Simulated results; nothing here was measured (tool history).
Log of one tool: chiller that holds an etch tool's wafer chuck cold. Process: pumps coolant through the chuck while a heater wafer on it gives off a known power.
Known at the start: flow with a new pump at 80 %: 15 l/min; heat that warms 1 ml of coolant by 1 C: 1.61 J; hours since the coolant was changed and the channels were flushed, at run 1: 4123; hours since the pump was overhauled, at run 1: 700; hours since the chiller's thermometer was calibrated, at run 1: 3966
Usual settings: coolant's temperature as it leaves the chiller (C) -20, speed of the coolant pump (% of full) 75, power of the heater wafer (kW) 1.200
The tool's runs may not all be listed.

| run | hour | coolant's temperature as it leaves the chiller (C) | speed of the coolant pump (% of full) | power of the heater wafer (kW) | hours since the coolant was changed and the channels were flushed | hours since the pump was overhauled | hours since the chiller's thermometer was calibrated | chuck's temperature once it has settled (C) | how much warmer the coolant comes back (C) |
|---|---|---|---|---|---|---|---|---|---|
| 1 | 0.0 | -20 | 75 | 1.200 | 4123 | 700 | 3966 | -10.68 | 3.16 |
| 2 | 40.3 | -20 | 75 | 0.976 | 4164 | 740 | 4006 | -12.48 | 2.60 |
| 3 | 65.3 | -20 | 75 | 1.200 | 4189 | 765 | 4031 | -10.77 | 3.17 |
| 4 | 85.7 | -20 | 75 | 1.200 | 4209 | 785 | 4052 | -10.73 | 3.21 |
| 5 | 113.4 | -20 | 75 | 1.775 | 4237 | 813 | 4079 | -6.49 | 4.73 |
| 6 | 130.6 | -20 | 75 | 1.775 | 4254 | 830 | 4097 | -6.35 | 4.73 |
| 7 | 150.2 | -20 | 75 | 1.775 | 4273 | 850 | 4116 | -6.37 | 4.70 |
| 8 | 175.0 | -20 | 75 | 1.775 | 4298 | 875 | 4141 | -6.52 | 4.77 |
| 9 | 209.4 | -20 | 75 | 1.200 | 4333 | 909 | 4175 | -10.80 | 3.22 |
| 10 | 239.7 | -20 | 75 | 1.200 | 4363 | 939 | 4206 | -10.87 | 3.25 |
| 11 | 259.4 | -12 | 88 | 1.200 | 4383 | 959 | 4225 | -3.68 | 2.74 |
| 12 | 277.4 | -21 | 88 | 1.394 | 4401 | 977 | 4243 | -11.24 | 3.08 |
| 13 | 315.2 | -21 | 88 | 1.394 | 4439 | 1015 | 4281 | -11.28 | 3.15 |
| 14 | 335.4 | -12 | 77 | 0.893 | 4459 | 1035 | 4301 | -5.29 | 2.28 |
| 15 | 369.9 | -16 | 68 | 0.894 | 4493 | 1070 | 4336 | -8.92 | 2.65 |
| 16 | 406.3 | -11 | 92 | 0.606 | 4530 | 1106 | 4372 | -6.91 | 1.32 |
| 17 | 440.3 | -18 | 75 | 0.941 | 4564 | 1140 | 4406 | -10.95 | 2.52 |
| 18 | 457.9 | -20 | 77 | 1.130 | 4581 | 1158 | 4424 | -11.61 | 2.89 |
| 19 | 491.7 | -20 | 62 | 1.306 | 4615 | 1191 | 4458 | -8.98 | 4.31 |

Forecast each of these 5 alternatives for the next run:
| A | 531.1 | -20 | 62 | 1.024 | 4654 | 1231 | 4497 | ? | ? |
| B | 531.1 | -20 | 81 | 1.306 | 4654 | 1231 | 4497 | ? | ? |
| C | 531.1 | -20 | 62 | 1.302 | 4654 | 1231 | 4497 | ? | ? |
| D | 531.1 | -20 | 88 | 1.631 | 4654 | 1231 | 4497 | ? | ? |
| E | 531.1 | -20 | 75 | 1.362 | 4654 | 1231 | 4497 | ? | ? |

| run | chuck's temperature once it has settled (C) | how much warmer the coolant comes back (C) |
|---|---|---|
| A | -11.41 | 3.30 |
| B | -10.68 | 3.21 |
| C | -8.96 | 4.28 |
| D | -8.78 | 3.67 |
| E | -9.68 | 3.55 |
Without the tool's hidden state the same runs would have given:
| run | chuck's temperature once it has settled (C) | how much warmer the coolant comes back (C) |
|---|---|---|
| A | -11.23 | 3.30 |
| B | -10.50 | 3.21 |
| C | -8.79 | 4.27 |
| D | -8.60 | 3.67 |
| E | -9.50 | 3.55 |

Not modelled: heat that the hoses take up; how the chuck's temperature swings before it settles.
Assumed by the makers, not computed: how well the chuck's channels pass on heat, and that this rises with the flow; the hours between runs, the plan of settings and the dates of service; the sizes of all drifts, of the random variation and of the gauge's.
